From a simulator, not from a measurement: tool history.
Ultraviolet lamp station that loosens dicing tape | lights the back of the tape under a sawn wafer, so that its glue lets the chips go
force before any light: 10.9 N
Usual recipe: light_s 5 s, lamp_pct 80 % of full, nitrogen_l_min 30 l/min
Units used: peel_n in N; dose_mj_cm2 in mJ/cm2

{"run": 1, "hour": 0.0, "light_s": 5, "lamp_pct": 80, "nitrogen_l_min": 30, "peel_n": 0.878, "dose_mj_cm2": 259}
{"run": 2, "hour": 27.1, "light_s": 5, "lamp_pct": 80, "nitrogen_l_min": 30, "peel_n": 0.924, "dose_mj_cm2": 252}
{"run": 3, "hour": 57.8, "light_s": 5, "lamp_pct": 80, "nitrogen_l_min": 30, "peel_n": 0.924, "dose_mj_cm2": 252}
{"run": 4, "hour": 99.5, "light_s": 5, "lamp_pct": 80, "nitrogen_l_min": 30, "peel_n": 0.92, "dose_mj_cm2": 244}
{"run": 5, "hour": 124.4, "light_s": 5, "lamp_pct": 80, "nitrogen_l_min": 30, "peel_n": 0.927, "dose_mj_cm2": 244}
{"run": 6, "hour": 172.3, "light_s": 5, "lamp_pct": 80, "nitrogen_l_min": 12, "peel_n": 2.078, "dose_mj_cm2": 241}
{"run": 7, "hour": 203.2, "light_s": 5, "lamp_pct": 80, "nitrogen_l_min": 12, "peel_n": 1.992, "dose_mj_cm2": 237}
{"run": 8, "hour": 241.2, "light_s": 5, "lamp_pct": 80, "nitrogen_l_min": 30, "peel_n": 1.076, "dose_mj_cm2": 232}
{"hour": 252.5, "done": "window cleaned of glue's vapour"}
{"run": 9, "hour": 268.2, "light_s": 5, "lamp_pct": 80, "nitrogen_l_min": 40, "peel_n": 0.581, "dose_mj_cm2": 270}
{"run": 10, "hour": 310.0, "light_s": 5, "lamp_pct": 80, "nitrogen_l_min": 56, "peel_n": 0.459, "dose_mj_cm2": 273}
{"run": 11, "hour": 358.5, "light_s": 5, "lamp_pct": 80, "nitrogen_l_min": 30, "peel_n": 0.806, "dose_mj_cm2": 260}
{"run": 12, "hour": 391.6, "light_s": 5, "lamp_pct": 80, "nitrogen_l_min": 30, "peel_n": 0.845, "dose_mj_cm2": 256}
{"run": 13, "hour": 416.9, "light_s": 5, "lamp_pct": 80, "nitrogen_l_min": 30, "peel_n": 0.841, "dose_mj_cm2": 257}
{"run": 14, "hour": 466.2, "light_s": 5, "lamp_pct": 78, "nitrogen_l_min": 30, "peel_n": 0.94, "dose_mj_cm2": 247}
{"run": 15, "hour": 491.8, "light_s": 5, "lamp_pct": 78, "nitrogen_l_min": 30, "peel_n": 0.962, "dose_mj_cm2": 245}
{"run": 16, "hour": 520.5, "light_s": 5, "lamp_pct": 78, "nitrogen_l_min": 30, "peel_n": 0.982, "dose_mj_cm2": 243}
{"run": 17, "hour": 566.7, "light_s": 5, "lamp_pct": 78, "nitrogen_l_min": 30, "peel_n": 0.981, "dose_mj_cm2": 237}
{"run": 18, "hour": 606.6, "light_s": 5, "lamp_pct": 78, "nitrogen_l_min": 30, "peel_n": 1.01, "dose_mj_cm2": 235}
{"run": 19, "hour": 638.7, "light_s": 5, "lamp_pct": 80, "nitrogen_l_min": 38, "peel_n": 0.846, "dose_mj_cm2": 238}
{"run": 20, "hour": 688.7, "light_s": 5, "lamp_pct": 80, "nitrogen_l_min": 30, "peel_n": 1.025, "dose_mj_cm2": 235}
{"run": 21, "hour": 733.0, "light_s": 5, "lamp_pct": 80, "nitrogen_l_min": 30, "peel_n": 1.084, "dose_mj_cm2": 231}
{"run": 22, "hour": 766.7, "light_s": 5, "lamp_pct": 80, "nitrogen_l_min": 30, "peel_n": 1.139, "dose_mj_cm2": 228}
{"run": 23, "hour": 810.1, "light_s": 8, "lamp_pct": 92, "nitrogen_l_min": 9, "peel_n": 0.894, "dose_mj_cm2": 411}
{"run": 24, "hour": 858.1, "light_s": 5, "lamp_pct": 67, "nitrogen_l_min": 27, "peel_n": 1.88, "dose_mj_cm2": 182}
{"run": 25, "hour": 898.9, "light_s": 6, "lamp_pct": 78, "nitrogen_l_min": 21, "peel_n": 1.236, "dose_mj_cm2": 254}
{"run": 26, "hour": 946.8, "light_s": 6, "lamp_pct": 78, "nitrogen_l_min": 20, "peel_n": 1.288, "dose_mj_cm2": 250}
{"run": 27, "hour": 1001.7, "light_s": 7, "lamp_pct": 78, "nitrogen_l_min": 12, "peel_n": 1.557, "dose_mj_cm2": 281}
{"run": 28, "hour": 1025.9, "light_s": 6, "lamp_pct": 93, "nitrogen_l_min": 12, "peel_n": 1.434, "dose_mj_cm2": 285}
{"run": 29, "hour": 1077.8, "light_s": 6, "lamp_pct": 93, "nitrogen_l_min": 12, "peel_n": 1.547, "dose_mj_cm2": 279}
{"run": 30, "hour": 1128.9, "light_s": 6, "lamp_pct": 93, "nitrogen_l_min": 12, "peel_n": 1.613, "dose_mj_cm2": 274}
{"run": 31, "hour": 1167.1, "light_s": 6, "lamp_pct": 93, "nitrogen_l_min": 12, "peel_n": 1.653, "dose_mj_cm2": 269}
{"hour": 1192.1, "done": "window cleaned of glue's vapour"}
{"run": 32, "hour": 1202.4, "light_s": 6, "lamp_pct": 93, "nitrogen_l_min": 12, "peel_n": 1.304, "dose_mj_cm2": 310}
{"run": 33, "hour": 1248.8, "light_s": 6, "lamp_pct": 93, "nitrogen_l_min": 12, "peel_n": 1.334, "dose_mj_cm2": 305}
{"run": 34, "hour": 1302.4, "light_s": 9, "lamp_pct": 83, "nitrogen_l_min": 42, "peel_n": 0.23, "dose_mj_cm2": 397}
{"run": 35, "hour": 1350.3, "light_s": 5, "lamp_pct": 67, "nitrogen_l_min": 30, "peel_n": 1.795, "dose_mj_cm2": 174}
{"run": 36, "hour": 1396.5, "light_s": 2, "lamp_pct": 64, "nitrogen_l_min": 30, "peel_n": 5.46, "dose_mj_cm2": 64}
{"run": 37, "hour": 1419.7, "light_s": 7, "lamp_pct": 91, "nitrogen_l_min": 42, "peel_n": 0.369, "dose_mj_cm2": 327}
{"run": 38, "hour": 1473.7, "light_s": 4, "lamp_pct": 80, "nitrogen_l_min": 14, "peel_n": 3.352, "dose_mj_cm2": 155}
{"run": 39, "hour": 1521.8, "light_s": 4, "lamp_pct": 80, "nitrogen_l_min": 14, "peel_n": 3.176, "dose_mj_cm2": 158}
{"run": 40, "hour": 1569.7, "light_s": 4, "lamp_pct": 80, "nitrogen_l_min": 14, "peel_n": 3.382, "dose_mj_cm2": 154}
{"run": 41, "hour": 1604.1, "light_s": 4, "lamp_pct": 81, "nitrogen_l_min": 46, "peel_n": 1.739, "dose_mj_cm2": 154}
{"run": 42, "hour": 1657.4, "light_s": 2, "lamp_pct": 80, "nitrogen_l_min": 25, "peel_n": 5.263, "dose_mj_cm2": 72}
{"run": 43, "hour": 1686.4, "light_s": 4, "lamp_pct": 80, "nitrogen_l_min": 30, "peel_n": 2.464, "dose_mj_cm2": 142}

Below, some changes in peel_n between adjacent runs. For each, the amount present without the hidden state too (settings, incoming material, random variation) and the amount remaining for the hidden state with gauge scatter not shared by both compared results:
What the log doesn't record here: lamp's light, % of a new lamp's; light that the window lets through, % of a clean one's; drift of the gauge itself on peel_n, %; drift of the gauge itself on dose_mj_cm2, %.
Run 34 -> 35: light_s 9 -> 5, lamp_pct 83 -> 67, nitrogen_l_min 42 -> 30. peel_n +1.565 N: hidden state +0.815, all else +0.75.
Run 35 -> 36: light_s 5 -> 2, lamp_pct 67 -> 64. peel_n +3.665 N: hidden state +0.523, all else +3.142.
Run 36 -> 37: light_s 2 -> 7, lamp_pct 64 -> 91, nitrogen_l_min 30 -> 42. peel_n -5.091 N: hidden state -1.225, all else -3.866.
Run 37 -> 38: light_s 7 -> 4, lamp_pct 91 -> 80, nitrogen_l_min 42 -> 14. peel_n +2.983 N: hidden state +1.269, all else +1.714.
Run 41 -> 42: light_s 4 -> 2, lamp_pct 81 -> 80, nitrogen_l_min 46 -> 25. peel_n +3.524 N: hidden state +0.778, all else +2.746.
